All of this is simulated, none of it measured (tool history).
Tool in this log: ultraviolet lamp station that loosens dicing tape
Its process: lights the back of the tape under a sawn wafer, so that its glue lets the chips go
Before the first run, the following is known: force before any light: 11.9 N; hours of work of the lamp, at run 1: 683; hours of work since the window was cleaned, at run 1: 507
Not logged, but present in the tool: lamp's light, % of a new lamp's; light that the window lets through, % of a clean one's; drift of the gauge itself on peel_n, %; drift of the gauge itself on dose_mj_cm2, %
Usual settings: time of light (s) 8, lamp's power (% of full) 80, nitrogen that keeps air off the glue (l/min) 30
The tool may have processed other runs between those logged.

run   hour  time of light (s)  lamp's power (% of full)  nitrogen that keeps air off the glue (l/min)  hours of work of the lamp  hours of work since the window was cleaned  force that peels the tape off (N)  light that reached the tape (J/m2)
  1      0                  8                        80                                            30                        683                                         507                              0.249                                5470
  2   13.7                  8                        80                                            30                        692                                         516                              0.249                                5390
  3   39.6                  8                        80                                            30                        708                                         532                              0.251                                5480
  4   51.7                  7                        80                                            30                        715                                         539                              0.316                                4690
  5   76.7                  7                        80                                            30                        730                                         554                              0.325                                4740
  6   97.6                  7                        80                                            30                        743                                         567                               0.35                                4740
  7  120.8                  7                        65                                            30                        757                                         582                              0.538                                3880
       131  -- window cleaned of glue's vapour
  8    134                  7                        65                                            30                        765                                           2                              0.531                                3870
  9  159.8                  8                        72                                            30                        781                                          18                              0.304                                4900
 10  188.1                  8                        72                                            30                        799                                          35                              0.315                                4910
 11  213.2                  8                        80                                            16                        814                                          51                              0.355                                5460
 12  240.1                  8                        80                                             9                        831                                          67                              0.563                                5500
 13  252.1                  8                        80                                             9                        838                                          74                              0.553                                5410
 14  271.4                 11                        80                                            30                        850                                          86                              0.173                                7430
 15  298.8                  8                        62                                            30                        867                                         103                              0.443                                4280
 16  314.6                  8                        62                                            30                        876                                         113                              0.428                                4240
 17  341.9                  8                        62                                            30                        893                                         130                              0.441                                4200
 18  365.1                  8                        62                                            30                        907                                         144                              0.429                                4170
 19  388.4                  8                        80                                            25                        922                                         158                              0.275                                5430
 20  406.8                 12                        80                                            39                        933                                         170                              0.161                                8170
 21  433.8                 12                        80                                            39                        950                                         186                               0.17                                8130
 22  453.7                  4                        86                                            12                        962                                         198                              1.778                                2890
 23  473.3                  5                        80                                            30                        974                                         210                              0.732                                3420
 24  497.8                  5                        74                                            10                        989                                         226                              1.694                                3130
 25  523.6                  6                        74                                            30                       1005                                         241                              0.551                                3800
 26  551.1                  8                        70                                            21                       1022                                         258                              0.411                                4740

What does the tool deliver on the next run?
 27  566.1                  4                        90                                            30                       1031                                         268                                  ?                                   ?

Run 27 gave force that peels the tape off (N) 0.908, light that reached the tape (J/m2) 3060.
Had the tool carried no hidden state, the very same run would have given force that peels the tape off (N) 0.905, light that reached the tape (J/m2) 3060.
